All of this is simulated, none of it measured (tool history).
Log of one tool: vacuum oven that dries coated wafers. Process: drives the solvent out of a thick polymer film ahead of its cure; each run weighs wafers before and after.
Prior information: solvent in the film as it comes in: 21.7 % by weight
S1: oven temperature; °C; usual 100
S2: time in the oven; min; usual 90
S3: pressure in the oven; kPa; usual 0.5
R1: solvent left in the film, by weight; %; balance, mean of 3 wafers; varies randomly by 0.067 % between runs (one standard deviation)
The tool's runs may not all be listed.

Run 1, hour 0: usual settings. Result: R1 4.61 %.
Run 2, hour 59: usual settings but S1 111 °C. Result: R1 1.82 %.
Run 3, hour 120.4: usual settings but S1 96 °C. Result: R1 5.78 %.
Run 4, hour 183.4: usual settings. Result: R1 4.52 %.
Run 5, hour 246.9: usual settings. Result: R1 4.52 %.
Run 6, hour 278.8: usual settings but S3 1.291 kPa. Result: R1 4.67 %.
Run 7, hour 329.4: usual settings but S3 1.291 kPa. Result: R1 4.88 %.
Run 8, hour 399.2: usual settings but S3 1.049 kPa. Result: R1 4.76 %.
Run 9, hour 465.4: usual settings but S3 1.049 kPa. Result: R1 4.78 %.
Run 10, hour 510.2: usual settings but S3 0.484 kPa. Result: R1 4.48 %.
Run 11, hour 571.6: usual settings but S3 0.484 kPa. Result: R1 4.59 %.
Run 12, hour 602.9: usual settings but S3 0.484 kPa. Result: R1 4.56 %.
Run 13, hour 632.6: usual settings but S3 0.484 kPa. Result: R1 4.46 %.
Run 14, hour 693.4: usual settings but S3 0.484 kPa. Result: R1 4.6 %.
Run 15, hour 755.6: usual settings but S3 0.484 kPa. Result: R1 4.52 %.
Run 16, hour 798.4: usual settings but S3 0.484 kPa. Result: R1 4.61 %.
Run 17, hour 865: usual settings. Result: R1 4.63 %.
Run 18, hour 920.2: usual settings but S3 0.278 kPa. Result: R1 4.57 %.
Run 19, hour 958.7: usual settings but S3 0.278 kPa. Result: R1 4.42 %.
Run 20, hour 1010.9: usual settings but S3 0.278 kPa. Result: R1 4.43 %.
Run 21, hour 1082.5: usual settings but S3 0.278 kPa. Result: R1 4.51 %.
Run 22, hour 1118.7: usual settings but S3 0.278 kPa. Result: R1 4.43 %.
Run 23, hour 1152.1: usual settings but S2 94 min, S3 0.278 kPa. Result: R1 4.28 %.
Run 24, hour 1186.4: usual settings but S1 86 °C. Result: R1 9.25 %.
Run 25, hour 1224.9: usual settings but S1 86 °C. Result: R1 9.02 %.
Run 26, hour 1274.6: usual settings but S3 1.478 kPa. Result: R1 5.05 %.
Run 27, hour 1313.1: usual settings but S3 1.478 kPa. Result: R1 4.91 %.
Run 28, hour 1366.6: usual settings but S3 1.478 kPa. Result: R1 5 %.
Run 29, hour 1435.8: usual settings but S2 77 min, S3 0.823 kPa. Result: R1 5.62 %.
Run 30, hour 1489.3: usual settings but S1 113 °C, S2 52 min, S3 0.308 kPa. Result: R1 4.12 %.
Run 31, hour 1560.9: usual settings but S1 97 °C, S2 64 min. Result: R1 7.3 %.
Run 32, hour 1602: usual settings but S1 97 °C, S2 64 min. Result: R1 7.68 %.
Run 33, hour 1642.9: usual settings but S1 97 °C, S2 64 min. Result: R1 7.58 %.
Run 34, hour 1702: usual settings but S1 96 °C, S2 114 min, S3 0.522 kPa. Result: R1 4.38 %.
Run 35, hour 1737.9: usual settings but S1 91 °C, S2 114 min, S3 0.262 kPa. Result: R1 5.8 %.
Run 36, hour 1791.7: usual settings but S1 98 °C, S2 110 min. Result: R1 4 %.
Run 37, hour 1822.6: usual settings but S1 103 °C. Result: R1 3.67 %.
Run 38, hour 1853.8: usual settings but S2 132 min. Result: R1 2.48 %.
Run 39, hour 1926: usual settings but S2 132 min. Result: R1 2.53 %.
Run 40, hour 1962: usual settings but S2 71 min. Result: R1 6 %.
Run 41, hour 2028.5: usual settings but S1 94 °C, S2 86 min, S3 1.146 kPa. Result: R1 6.76 %.
Run 42, hour 2078.2: usual settings but S3 0.265 kPa. Result: R1 4.55 %.
Run 43, hour 2134.2: usual settings but S3 0.552 kPa. Result: R1 4.51 %.
Run 44, hour 2177.2: usual settings but S1 108 °C, S2 70 min, S3 1.071 kPa. Result: R1 3.84 %.
Run 45, hour 2226.4: usual settings but S1 110 °C, S2 109 min, S3 0.436 kPa. Result: R1 1.39 %.
Run 46, hour 2298.8: usual settings but S2 109 min, S3 0.413 kPa. Result: R1 3.38 %.
Run 47, hour 2348: usual settings but S1 114 °C, S2 136 min, S3 1.219 kPa. Result: R1 0.7 %.
Run 48, hour 2405.7: usual settings but S1 114 °C, S2 110 min, S3 1.02 kPa. Result: R1 0.94 %.

Taken out of this log: 2 entries between the listed runs. Where each belongs, and how the hidden state differs across it:
Run 29 -> run 30: oven's thermocouples calibrated (hour 1458.8)
  true wafer temperature over the reading, C: -0.16 -> 0.01; true pressure over the reading, kPa: 0.055 -> 0.056
  measured less the result without the state, R1: +0.07 -> +0 %
Run 30 -> run 31: vacuum gauge cleaned of residue and calibrated (hour 1552.4)
  true pressure over the reading, kPa: 0.056 -> -0.001
  measured less the result without the state, R1: +0 -> +0 %

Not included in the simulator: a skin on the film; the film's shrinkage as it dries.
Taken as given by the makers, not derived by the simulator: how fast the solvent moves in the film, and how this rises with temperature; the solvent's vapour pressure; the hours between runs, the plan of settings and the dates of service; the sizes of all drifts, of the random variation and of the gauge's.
